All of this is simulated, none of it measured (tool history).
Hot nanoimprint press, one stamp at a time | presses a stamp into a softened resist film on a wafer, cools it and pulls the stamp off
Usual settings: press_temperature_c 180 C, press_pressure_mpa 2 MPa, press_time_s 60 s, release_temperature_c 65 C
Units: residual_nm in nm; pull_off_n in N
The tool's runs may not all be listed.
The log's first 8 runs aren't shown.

run	hour	press_temperature_c	press_pressure_mpa	press_time_s	release_temperature_c	residual_nm	pull_off_n
9	132.2	184	2	62	65	285.1	180
# hour 147.4: plate thermocouple calibrated, once more
10	151.8	184	2	62	65	262.9	176
11	166.3	184	2	62	65	260.1	177
12	189.1	184	2	62	65	263.4	178
# hour 199.1: stamp cleaned and given a new release coat
13	214.3	180	2	60	56	307.7	194
14	235.9	180	2	51	56	325.1	192
15	250.6	180	2	51	56	328.3	197
16	263.3	180	2	60	65	306.5	173
17	277.5	180	2	60	57	306.7	192
# hour 307: press's hydraulic seals changed and the load cell set to zero
18	307	180	2	60	57	302.5	195
19	318.6	180	2.35	60	57	277.5	200
20	328.8	180	2.35	60	57	281.6	198
21	352.7	180	2.35	60	57	277.8	197
# hour 362.3: stamp cleaned and given a new release coat
22	381	180	2.35	60	57	279.4	191
23	398.5	180	2.48	60	65	270.2	171
24	417	176	2.27	33	65	396.8	173
25	437.9	176	2.27	33	65	404.7	174
26	457.3	171	2.03	92	56	366.7	197
27	470.1	180	2	60	61	309.7	190
28	481.9	180	2	42	61	342.9	188

Forecast run 29:
29	497	180	2	42	61	?	?

{"run 29": {"residual_nm": 347.5, "pull_off_n": 189}}
Without the tool's hidden state the same run would have given residual_nm 335.6 nm, pull_off_n 179 N.
